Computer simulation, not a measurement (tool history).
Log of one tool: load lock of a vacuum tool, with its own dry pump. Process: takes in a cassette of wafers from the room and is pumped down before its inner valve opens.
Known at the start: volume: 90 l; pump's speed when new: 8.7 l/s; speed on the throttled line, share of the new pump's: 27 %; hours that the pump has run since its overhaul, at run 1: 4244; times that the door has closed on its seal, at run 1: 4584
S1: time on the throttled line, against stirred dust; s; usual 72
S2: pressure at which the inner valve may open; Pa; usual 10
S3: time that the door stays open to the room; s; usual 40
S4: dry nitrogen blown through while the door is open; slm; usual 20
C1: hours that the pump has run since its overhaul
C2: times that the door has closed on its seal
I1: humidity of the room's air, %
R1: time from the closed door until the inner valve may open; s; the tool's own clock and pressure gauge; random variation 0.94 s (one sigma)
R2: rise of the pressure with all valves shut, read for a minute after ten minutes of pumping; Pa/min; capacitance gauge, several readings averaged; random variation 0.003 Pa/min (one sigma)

{"run": 1, "hour": 0.0, "S1": 72, "S2": 10, "S3": 40, "S4": 20, "C1": 4244, "C2": 4584, "I1": 44.1, "R1": 149.6, "R2": 0.015}
{"run": 2, "hour": 551.9, "S1": 72, "S2": 10, "S3": 40, "S4": 20, "C1": 4796, "C2": 6080, "I1": 41.7, "R1": 151.5, "R2": 0.021}
{"run": 3, "hour": 939.5, "S1": 72, "S2": 10, "S3": 40, "S4": 20, "C1": 5184, "C2": 7131, "I1": 47.3, "R1": 150.6, "R2": 0.027}
{"run": 4, "hour": 1286.2, "S1": 72, "S2": 10, "S3": 40, "S4": 8, "C1": 5530, "C2": 8071, "I1": 45.8, "R1": 150.6, "R2": 0.033}
{"run": 5, "hour": 1827.6, "S1": 72, "S2": 10, "S3": 40, "S4": 20, "C1": 6072, "C2": 9539, "I1": 46.2, "R1": 152.1, "R2": 0.035}
{"run": 6, "hour": 2137.4, "S1": 72, "S2": 10, "S3": 86, "S4": 20, "C1": 6381, "C2": 10379, "I1": 45.1, "R1": 151.2, "R2": 0.04}
{"run": 7, "hour": 2720.5, "S1": 73, "S2": 10, "S3": 40, "S4": 20, "C1": 6965, "C2": 11960, "I1": 46.9, "R1": 154, "R2": 0.039}
{"run": 8, "hour": 3108.3, "S1": 83, "S2": 10, "S3": 40, "S4": 20, "C1": 7352, "C2": 13012, "I1": 49.9, "R1": 161.4, "R2": 0.047}
{"run": 9, "hour": 3405.8, "S1": 74, "S2": 12, "S3": 65, "S4": 7, "C1": 7650, "C2": 13818, "I1": 42.8, "R1": 151.7, "R2": 0.06}
{"run": 10, "hour": 3933.2, "S1": 118, "S2": 8, "S3": 65, "S4": 41, "C1": 8177, "C2": 15248, "I1": 45.4, "R1": 187.9, "R2": 0.058}
{"run": 11, "hour": 4208.8, "S1": 70, "S2": 9, "S3": 40, "S4": 6, "C1": 8453, "C2": 15996, "I1": 42.4, "R1": 153.1, "R2": 0.07}
{"run": 12, "hour": 4496.7, "S1": 70, "S2": 9, "S3": 40, "S4": 6, "C1": 8741, "C2": 16776, "I1": 45.1, "R1": 152.3, "R2": 0.072}
{"run": 13, "hour": 5089.7, "S1": 70, "S2": 9, "S3": 40, "S4": 6, "C1": 9334, "C2": 18384, "I1": 46.5, "R1": 151.9, "R2": 0.086}
{"run": 14, "hour": 5694.7, "S1": 72, "S2": 10, "S3": 88, "S4": 12, "C1": 9939, "C2": 20024, "I1": 45.8, "R1": 155.1, "R2": 0.1}
{"run": 15, "hour": 6038.9, "S1": 72, "S2": 10, "S3": 38, "S4": 20, "C1": 10283, "C2": 20958, "I1": 45.7, "R1": 153.3, "R2": 0.091}
{"run": 16, "hour": 6529.5, "S1": 72, "S2": 10, "S3": 163, "S4": 20, "C1": 10774, "C2": 22288, "I1": 44, "R1": 155.6, "R2": 0.11}

Forecast each of these 5 alternatives for the next run:
{"run": "A", "hour": 7051.5, "S1": 49, "S2": 10, "S3": 40, "S4": 20, "C1": 11296, "C2": 23703, "I1": 48, "R1": "?", "R2": "?"}
{"run": "B", "hour": 7051.5, "S1": 134, "S2": 10, "S3": 92, "S4": 20, "C1": 11296, "C2": 23703, "I1": 47.8, "R1": "?", "R2": "?"}
{"run": "C", "hour": 7051.5, "S1": 41, "S2": 20, "S3": 40, "S4": 20, "C1": 11296, "C2": 23703, "I1": 47.6, "R1": "?", "R2": "?"}
{"run": "D", "hour": 7051.5, "S1": 128, "S2": 15, "S3": 42, "S4": 20, "C1": 11296, "C2": 23703, "I1": 47.8, "R1": "?", "R2": "?"}
{"run": "E", "hour": 7051.5, "S1": 72, "S2": 11, "S3": 142, "S4": 7, "C1": 11296, "C2": 23703, "I1": 43.6, "R1": "?", "R2": "?"}

run=A R1=136.8 R2=0.107
run=B R1=196.9 R2=0.12
run=C R1=125 R2=0.107
run=D R1=189.3 R2=0.109
run=E R1=152.9 R2=0.142
Without the tool's hidden state the same runs would have given:
run=A R1=130.6 R2=0.01
run=B R1=192.3 R2=0.021
run=C R1=119.2 R2=0.01
run=D R1=185.1 R2=0.011
run=E R1=147.1 R2=0.044
